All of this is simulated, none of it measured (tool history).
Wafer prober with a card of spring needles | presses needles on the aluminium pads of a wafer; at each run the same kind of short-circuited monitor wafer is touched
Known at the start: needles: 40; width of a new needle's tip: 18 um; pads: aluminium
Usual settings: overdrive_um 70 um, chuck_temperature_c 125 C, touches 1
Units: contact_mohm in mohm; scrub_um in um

run	hour	overdrive_um	chuck_temperature_c	touches	contact_mohm	scrub_um
1	0.0	70	125	1	180	16.63
# hour 5.2: tips cleaned on abrasive film
# hour 11.6: tips cleaned on abrasive film
# hour 18.1: tips cleaned on abrasive film
# hour 24.5: tips cleaned on abrasive film
# hour 31.0: tips cleaned on abrasive film
# hour 37.4: tips cleaned on abrasive film
# hour 42.6: tips cleaned on abrasive film
# hour 49.1: tips cleaned on abrasive film
# hour 55.5: tips cleaned on abrasive film
# hour 60.7: tips cleaned on abrasive film
# hour 67.1: tips cleaned on abrasive film
2	70.3	70	125	1	221	16.27
# hour 73.0: tips cleaned on abrasive film
# hour 78.2: tips cleaned on abrasive film
# hour 84.6: tips cleaned on abrasive film
# hour 89.8: tips cleaned on abrasive film
# hour 96.2: tips cleaned on abrasive film
# hour 102.7: tips cleaned on abrasive film
# hour 109.1: tips cleaned on abrasive film
# hour 114.3: tips cleaned on abrasive film
# hour 120.8: tips cleaned on abrasive film
# hour 126.0: tips cleaned on abrasive film
# hour 132.4: tips cleaned on abrasive film
# hour 138.9: tips cleaned on abrasive film
3	139.0	70	125	1	182	15.67
# hour 144.2: tips cleaned on abrasive film
# hour 150.7: tips cleaned on abrasive film
# hour 157.1: tips cleaned on abrasive film
# hour 163.6: tips cleaned on abrasive film
# hour 170.0: tips cleaned on abrasive film
# hour 176.5: tips cleaned on abrasive film
# hour 182.9: tips cleaned on abrasive film
# hour 189.3: tips cleaned on abrasive film
4	191.4	53	125	1	268	11.34
# hour 195.3: tips cleaned on abrasive film
# hour 200.5: tips cleaned on abrasive film
# hour 206.9: tips cleaned on abrasive film
# hour 213.4: tips cleaned on abrasive film
# hour 219.8: tips cleaned on abrasive film
# hour 220.1: height of the first contact set anew
# hour 226.6: tips cleaned on abrasive film
# hour 233.0: tips cleaned on abrasive film
5	237.7	53	125	1	320	10.91
# hour 239.1: tips cleaned on abrasive film
# hour 245.5: tips cleaned on abrasive film
# hour 252.0: tips cleaned on abrasive film
# hour 258.4: tips cleaned on abrasive film
# hour 264.8: tips cleaned on abrasive film
# hour 270.0: tips cleaned on abrasive film
# hour 276.5: tips cleaned on abrasive film
# hour 282.9: tips cleaned on abrasive film
# hour 289.4: tips cleaned on abrasive film
# hour 295.8: tips cleaned on abrasive film
# hour 301.0: tips cleaned on abrasive film
6	303.7	53	125	1	302	10.37
# hour 306.3: tips cleaned on abrasive film
# hour 312.8: tips cleaned on abrasive film
# hour 318.0: tips cleaned on abrasive film
# hour 324.4: tips cleaned on abrasive film
# hour 330.9: tips cleaned on abrasive film
# hour 337.3: tips cleaned on abrasive film
# hour 343.8: tips cleaned on abrasive film
# hour 350.2: tips cleaned on abrasive film
# hour 355.6: height of the first contact set anew, once more
# hour 357.0: tips cleaned on abrasive film
# hour 362.3: tips cleaned on abrasive film
7	362.3	70	125	1	178	17.21
# hour 368.8: tips cleaned on abrasive film
# hour 375.2: tips cleaned on abrasive film
# hour 380.4: tips cleaned on abrasive film
# hour 386.9: tips cleaned on abrasive film
# hour 393.3: tips cleaned on abrasive film
8	394.1	70	125	1	191	17.06
# hour 399.3: tips cleaned on abrasive film
# hour 405.7: tips cleaned on abrasive film
# hour 412.2: tips cleaned on abrasive film
# hour 418.6: tips cleaned on abrasive film
# hour 425.1: tips cleaned on abrasive film
# hour 431.5: tips cleaned on abrasive film
# hour 438.0: tips cleaned on abrasive film
9	440.3	70	125	1	223	16.89
# hour 444.3: tips cleaned on abrasive film
# hour 450.7: tips cleaned on abrasive film
# hour 455.9: tips cleaned on abrasive film
# hour 462.3: tips cleaned on abrasive film
# hour 468.8: tips cleaned on abrasive film
# hour 475.2: tips cleaned on abrasive film
10	476.4	70	125	2	187	16.92
# hour 481.6: tips cleaned on abrasive film
# hour 488.0: tips cleaned on abrasive film
# hour 494.5: tips cleaned on abrasive film
# hour 499.7: tips cleaned on abrasive film
# hour 506.1: tips cleaned on abrasive film
# hour 512.6: tips cleaned on abrasive film
11	513.6	70	125	2	187	16.58
# hour 518.8: tips cleaned on abrasive film
# hour 525.3: tips cleaned on abrasive film
# hour 531.7: tips cleaned on abrasive film
# hour 538.2: tips cleaned on abrasive film
# hour 544.6: tips cleaned on abrasive film
# hour 551.1: tips cleaned on abrasive film
# hour 557.5: tips cleaned on abrasive film
12	560.9	85	53	2	184	20.40

The next listed run, before its measurement:
# hour 563.5: tips cleaned on abrasive film
# hour 570.0: tips cleaned on abrasive film
# hour 576.4: tips cleaned on abrasive film
# hour 581.6: tips cleaned on abrasive film
# hour 588.0: tips cleaned on abrasive film
# hour 594.5: tips cleaned on abrasive film
# hour 600.9: tips cleaned on abrasive film
# hour 607.4: tips cleaned on abrasive film
# hour 613.8: tips cleaned on abrasive film
# hour 620.2: tips cleaned on abrasive film
13	620.2	85	77	1	?	?

Run 13 gave contact_mohm 168 mohm, scrub_um 20.09 um.
Without the tool's hidden state the same run would have given contact_mohm 153 mohm, scrub_um 21.33 um.
